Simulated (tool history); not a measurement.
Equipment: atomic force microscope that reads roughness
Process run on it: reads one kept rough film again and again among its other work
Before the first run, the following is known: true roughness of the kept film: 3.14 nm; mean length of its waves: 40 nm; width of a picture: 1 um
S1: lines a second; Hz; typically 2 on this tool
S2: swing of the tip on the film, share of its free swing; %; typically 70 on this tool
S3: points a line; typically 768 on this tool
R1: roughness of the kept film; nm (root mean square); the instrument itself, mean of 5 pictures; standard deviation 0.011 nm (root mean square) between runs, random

run   hour    S1  S2   S3     R1
  1      0     2  70  768  2.515
  2   15.3     2  70  768  2.485
  3   45.4     2  70  768    2.5
  4   77.8  3.25  70  768  2.282
  5  107.6  3.25  70  768  2.278
  6  123.6  3.25  70  768  2.258
  7    149     2  70  768  2.415
  8  171.5     2  70  586  2.402
  9  192.3     2  70  586   2.39
 10  215.3     2  70  768  2.388
     239.1  -- new tip fitted
 11  248.3     2  70  768  2.658
 12  269.2     2  70  768  2.634
 13  292.2     2  85  768  2.313
 14  305.8     2  85  768  2.306
 15  331.6  2.16  56  826  2.767
 16  358.2  2.16  56  826  2.725
 17  382.5  2.16  56  826  2.749
 18  406.4  0.88  56  826   2.81
 19  432.5  0.88  56  826  2.782
 20  449.7  0.63  61  601  2.763
 21  481.2  0.73  76  768  2.659
 22  511.6  2.42  65  768  2.476
 23  532.2  1.91  70  768  2.468
 24  551.6  2.61  70  397  2.338
 25  582.8  2.61  70  397  2.337
 26  600.5  1.63  70  308  2.448
 27  625.7   0.9  70  758  2.554
 28  646.9   0.9  70  758  2.554

Consider 5 possible next runs. They are alternatives, not a sequence: every one starts from the tool as it was left by run 28. What does each give?
  A   673  1.37  76  425   ?
  B   673  1.18  70  346   ?
  C   673  3.71  67  656   ?
  D   673  1.65  80  572   ?
  E   673  1.64  68  768   ?

run     R1
  A  2.371
  B  2.474
  C  2.212
  D  2.252
  E  2.453
With no hidden state in the tool, these same runs would have given:
run     R1
  A  2.671
  B  2.787
  C  2.491
  D  2.537
  E  2.763
